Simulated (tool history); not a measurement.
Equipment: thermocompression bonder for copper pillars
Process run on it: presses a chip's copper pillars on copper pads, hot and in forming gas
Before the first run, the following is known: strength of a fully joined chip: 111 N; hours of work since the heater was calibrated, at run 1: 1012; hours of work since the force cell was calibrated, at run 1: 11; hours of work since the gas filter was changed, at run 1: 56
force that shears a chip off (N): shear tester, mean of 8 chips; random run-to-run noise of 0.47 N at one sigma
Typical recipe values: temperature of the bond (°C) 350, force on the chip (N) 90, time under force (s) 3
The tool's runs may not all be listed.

run,day,temperature of the bond (°C),force on the chip (N),time under force (s),hours of work since the heater was calibrated,hours of work since the force cell was calibrated,hours of work since the gas filter was changed,force that shears a chip off (N)
1,0,350,90,3,1012,11,56,42.9
2,1.342,350,90,3,1030,29,74,42.8
3,2.575,350,90,3,1046,45,91,42.8
4,4.092,350,90,6,1067,66,111,55.1
5,5.504,350,90,6,1086,85,130,54.6
6,6.662,350,90,3,1101,100,146,42.2
7,8.017,321,90,3,1119,118,164,30.4
8,8.912,321,90,3,1132,130,176,31
9,10.512,321,90,3,1153,152,198,30.5
10,12.308,321,90,3,1177,176,222,30.6
11,13.7,346,90,3,1196,195,241,39.5
12,15.412,350,90,3,1219,218,264,41.7
13,16.654,350,90,3,1236,235,280,42.2
14,18.292,350,90,3,1258,257,302,41.7
15,19.646,350,90,3,1276,275,321,41.1
16,21.517,335,90,3,1301,300,346,35.2
# day 22.733: forming gas filter changed
17,23.262,342,104,6,1324,323,7,55.4
18,24.388,342,104,6,1340,339,22,54.2
19,25.3,340,58,7,1352,351,35,42.9
20,27.238,340,99,2,1378,377,61,34.9
21,28.183,365,87,8,1391,390,73,66
22,29.1,329,90,2,1403,402,86,28.2
23,31.133,329,90,2,1430,429,113,29.3
24,33.167,343,95,2,1458,457,140,34.3
25,34.7,350,83,3,1478,477,161,40.2
26,35.771,350,107,2,1493,492,175,39.5
27,37.688,350,107,2,1519,518,201,38.5

What if the next run were any one of these 5? Each begins from the tool's condition after run 27:
A,39.017,354,122,7,1536,535,219,?
B,39.017,378,120,3,1536,535,219,?
C,39.017,350,90,3,1536,535,219,?
D,39.017,376,58,5,1536,535,219,?
E,39.017,331,100,2,1536,535,219,?

run,force that shears a chip off (N)
A,68.1
B,61
C,41.7
D,50.5
E,30.4
Without the tool's unlogged condition, the same runs would have read:
run,force that shears a chip off (N)
A,72.3
B,64.7
C,44.9
D,53.8
E,33
